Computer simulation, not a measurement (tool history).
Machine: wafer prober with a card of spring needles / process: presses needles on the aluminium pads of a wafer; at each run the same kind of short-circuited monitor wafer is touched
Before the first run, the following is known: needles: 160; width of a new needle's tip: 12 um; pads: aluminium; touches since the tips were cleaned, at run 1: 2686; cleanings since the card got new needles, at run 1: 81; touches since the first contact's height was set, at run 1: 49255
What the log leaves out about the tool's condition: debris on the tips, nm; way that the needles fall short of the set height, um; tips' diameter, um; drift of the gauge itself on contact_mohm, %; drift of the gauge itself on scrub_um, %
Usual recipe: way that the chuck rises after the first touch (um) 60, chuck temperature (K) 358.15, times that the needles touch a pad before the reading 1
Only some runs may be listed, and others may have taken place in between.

run	day	way that the chuck rises after the first touch (um)	chuck temperature (K)	times that the needles touch a pad before the reading	touches since the tips were cleaned	cleanings since the card got new needles	touches since the first contact's height was set	resistance of one needle with its contact and lead (mohm)	way that a needle slides on the pad (um)
1	0.000	60	358.15	1	2686	81	49255	153	13.23
# day 0.046: tips cleaned on abrasive film
# day 0.271: tips cleaned on abrasive film
# day 0.492: tips cleaned on abrasive film
2	0.567	60	388.15	1	1394	84	59330	155	13.26
# day 0.704: tips cleaned on abrasive film
# day 0.883: tips cleaned on abrasive film
# day 1.104: tips cleaned on abrasive film
3	1.175	60	388.15	1	1329	87	70131	157	13.24
# day 1.312: tips cleaned on abrasive film
# day 1.533: tips cleaned on abrasive film
# day 1.754: tips cleaned on abrasive film
# day 1.979: tips cleaned on abrasive film
# day 2.200: tips cleaned on abrasive film
# day 2.404: tips cleaned on abrasive film
4	2.404	60	358.15	1	0	93	91954	152	13.24
# day 2.629: tips cleaned on abrasive film
# day 2.804: tips cleaned on abrasive film
# day 3.029: tips cleaned on abrasive film
5	3.096	60	358.15	1	1217	96	104221	151	13.25
# day 3.229: tips cleaned on abrasive film
# day 3.408: tips cleaned on abrasive film
# day 3.629: tips cleaned on abrasive film
# day 3.854: tips cleaned on abrasive film
# day 4.029: tips cleaned on abrasive film
6	4.096	60	358.15	1	1169	101	121965	152	13.28
# day 4.229: tips cleaned on abrasive film
# day 4.450: tips cleaned on abrasive film
# day 4.638: height of the first contact set anew
# day 4.688: tips cleaned on abrasive film
7	4.738	60	358.15	1	955	104	1745	151	13.28
# day 4.875: tips cleaned on abrasive film
# day 5.054: tips cleaned on abrasive film
# day 5.229: tips cleaned on abrasive film
8	5.388	60	358.15	1	2809	107	13237	151	13.31
# day 5.433: tips cleaned on abrasive film
# day 5.654: tips cleaned on abrasive film
# day 5.833: tips cleaned on abrasive film
# day 6.054: tips cleaned on abrasive film
# day 6.233: tips cleaned on abrasive film
# day 6.454: tips cleaned on abrasive film
9	6.554	60	358.15	1	1766	113	33947	151	13.31
# day 6.646: tips cleaned on abrasive film
# day 6.867: tips cleaned on abrasive film
# day 7.046: tips cleaned on abrasive film
# day 7.267: tips cleaned on abrasive film
10	7.438	66	358.15	1	3069	117	49645	153	14.65
# day 7.483: tips cleaned on abrasive film
# day 7.704: tips cleaned on abrasive film
# day 7.929: tips cleaned on abrasive film
# day 8.104: tips cleaned on abrasive film
# day 8.329: tips cleaned on abrasive film
11	8.362	43	358.15	1	608	122	66038	161	9.54
# day 8.542: tips cleaned on abrasive film
# day 8.762: tips cleaned on abrasive film
# day 8.983: tips cleaned on abrasive film
# day 9.204: tips cleaned on abrasive film
12	9.317	43	358.15	1	2014	126	83049	159	9.60

What does the tool deliver on the next run?
# day 9.408: tips cleaned on abrasive film
# day 9.629: tips cleaned on abrasive film
# day 9.850: tips cleaned on abrasive film
# day 10.029: tips cleaned on abrasive film
# day 10.250: tips cleaned on abrasive film
# day 10.429: tips cleaned on abrasive film
13	10.575	77	358.15	1	2652	132	105434	?	?

{"run 13": {"resistance of one needle with its contact and lead (mohm)": 151, "way that a needle slides on the pad (um)": 17.08}}
On a tool with no hidden condition, and with the same random variation, this run would have come out at resistance of one needle with its contact and lead (mohm) 151, way that a needle slides on the pad (um) 16.92.
